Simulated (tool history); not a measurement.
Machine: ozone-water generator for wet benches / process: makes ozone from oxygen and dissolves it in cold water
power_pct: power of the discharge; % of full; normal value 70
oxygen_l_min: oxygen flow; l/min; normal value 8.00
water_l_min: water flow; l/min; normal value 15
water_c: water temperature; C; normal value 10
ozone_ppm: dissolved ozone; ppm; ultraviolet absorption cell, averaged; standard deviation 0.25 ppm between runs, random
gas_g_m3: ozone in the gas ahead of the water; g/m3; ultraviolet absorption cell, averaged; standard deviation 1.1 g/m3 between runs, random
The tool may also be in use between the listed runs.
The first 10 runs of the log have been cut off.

run     day  power_pct  oxygen_l_min  water_l_min  water_c  ozone_ppm  gas_g_m3
 11  26.079         70          8.00           15       10       31.1     166.6
 12  28.158         70          8.00           15       10       30.9     168.1
 13  30.562         68          8.00           15       10       30.7     164.6
 14  34.004         68          8.00           15       10       30.6     162.5
 15  37.050         68          8.00           15       10       30.4     162.0
 16  38.646         68          8.00           15       10       30.3     161.3
 17  41.512         68          8.00           15       10       30.7     162.0
 18  44.938         70          8.00           17       10       28.2     166.4
 19  47.992         70          4.58           17       10       29.0     230.7
 20  49.938         68          8.00           15       10       30.1     161.2
 21  52.642         68          8.00           15       10       30.4     161.2
 22  54.638         68          8.00           15       10       29.8     158.4
 23  58.471         42          8.00           15       10       21.4     115.0
 24  60.704         76          6.10            9        7       49.8     200.8
 25  64.592         76          6.10            9        7       48.5     202.4
 26  66.971         65          9.75           22       10       20.5     136.3
 27  69.475         59          8.00           18       10       23.3     142.4
 28  73.412         59          8.00           18       10       23.2     143.4
 29  75.833         51          8.82           12        9       27.8     122.9
 30  79.350         51          8.82           12        9       27.5     121.9
 31  82.600         70         13.40           14       11       26.3     116.0
 32  86.208         47         12.25           22       10       15.5      93.2

Below are 4 alternative next runs, each starting from the tool's condition after run 32. Predict each:
  A  87.971         47          7.09           20        8          ?         ?
  B  87.971         47          9.88           22       10          ?         ?
  C  87.971         69         12.25           22       10          ?         ?
  D  87.971         57         12.25           22       10          ?         ?

run  ozone_ppm  gas_g_m3
  A       18.5     131.1
  B       15.9     106.3
  C       20.0     121.0
  D       17.5     108.0
Had the tool no hidden state, the same runs would have come out as:
run  ozone_ppm  gas_g_m3
  A       23.2     149.9
  B       20.0     121.7
  C       26.5     146.3
  D       22.7     126.9
